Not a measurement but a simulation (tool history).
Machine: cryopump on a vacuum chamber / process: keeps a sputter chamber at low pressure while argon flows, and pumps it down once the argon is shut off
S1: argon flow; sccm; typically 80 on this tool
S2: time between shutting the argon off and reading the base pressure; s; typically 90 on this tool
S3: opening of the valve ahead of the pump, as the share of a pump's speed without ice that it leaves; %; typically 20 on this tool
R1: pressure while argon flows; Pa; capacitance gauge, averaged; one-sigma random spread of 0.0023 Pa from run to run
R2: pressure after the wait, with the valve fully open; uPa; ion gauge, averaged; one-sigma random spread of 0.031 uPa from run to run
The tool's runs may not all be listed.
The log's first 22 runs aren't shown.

run	hour	S1	S2	S3	R1	R2
23	1057.7	51	65	20	0.3664	2.48
24	1112.3	80	90	42	0.2802	2.04
25	1159.6	123	90	45	0.4088	2.08
26	1209	118	183	44	0.3986	1.42
27	1261.1	118	183	44	0.4033	1.37
28	1311.3	76	113	55	0.2143	1.78
29	1366.8	70	110	58	0.191	1.86
30	1428.7	72	90	18	0.5831	2.15
31	1464.7	41	196	41	0.1546	1.41
32	1507.6	38	32	15	0.3719	4.65
33	1542.1	54	90	23	0.3538	2.25

Here are 3 independent what-if runs from the current tool condition. What would each one return?
A	1577.3	93	85	50	?	?
B	1577.3	107	44	24	?	?
C	1577.3	98	90	20	?	?

run	R1	R2
A	0.3009	2.32
B	0.6729	3.64
C	0.7316	2.25
The same runs, with their run-to-run variation unchanged, on a tool lacking any hidden condition would have given:
run	R1	R2
A	0.2618	1.67
B	0.628	3
C	0.6903	1.62

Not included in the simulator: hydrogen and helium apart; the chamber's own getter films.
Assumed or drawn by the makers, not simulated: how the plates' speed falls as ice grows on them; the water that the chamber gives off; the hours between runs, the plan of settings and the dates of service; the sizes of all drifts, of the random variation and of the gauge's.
